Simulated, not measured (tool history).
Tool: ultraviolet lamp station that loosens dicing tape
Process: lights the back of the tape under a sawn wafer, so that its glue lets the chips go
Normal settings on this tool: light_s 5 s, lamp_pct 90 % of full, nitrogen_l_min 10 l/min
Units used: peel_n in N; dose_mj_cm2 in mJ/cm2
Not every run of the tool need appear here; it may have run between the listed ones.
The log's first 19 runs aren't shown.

run	hour	light_s	lamp_pct	nitrogen_l_min	peel_n	dose_mj_cm2
20	372.4	5	79	10	0.293	480
21	396.4	5	79	10	0.289	485
22	415.7	8	64	10	0.254	628
23	433.5	8	64	10	0.242	626
# hour 459.9: lamp changed
24	459.9	8	64	10	0.243	631
25	471.4	6	81	10	0.251	595
26	495.7	9	90	5	0.223	991
27	515.7	2	90	3	1.349	221
28	542	4	76	3	0.69	374
29	561	4	76	3	0.711	373
30	582.9	7	96	10	0.231	828
31	595.9	7	96	10	0.218	831
32	617.4	7	96	10	0.226	820
33	632.4	5	67	10	0.354	412
# hour 640.5: window cleaned of glue's vapour
34	656.6	5	67	10	0.354	411
35	673.4	6	74	10	0.249	552
36	685.7	5	90	4	0.365	551
37	701.6	3	68	4	1.098	251
38	724.8	2	68	17	1.045	170
39	746	5	88	10	0.267	539
40	765	2	90	9	0.91	220
41	782.2	2	90	9	0.905	220
42	805.3	3	61	9	0.88	224

Below are 5 alternative next runs, each starting from the tool's condition after run 42. Predict each:
A	823.9	6	84	8	?	?
B	823.9	3	61	16	?	?
C	823.9	5	90	9	?	?
D	823.9	3	98	5	?	?
E	823.9	9	83	8	?	?

run	peel_n	dose_mj_cm2
A	0.251	615
B	0.701	225
C	0.262	552
D	0.58	359
E	0.233	913
Stripped of hidden state, with their random variation kept, the same runs would have yielded:
run	peel_n	dose_mj_cm2
A	0.25	616
B	0.699	226
C	0.261	553
D	0.578	360
E	0.233	915
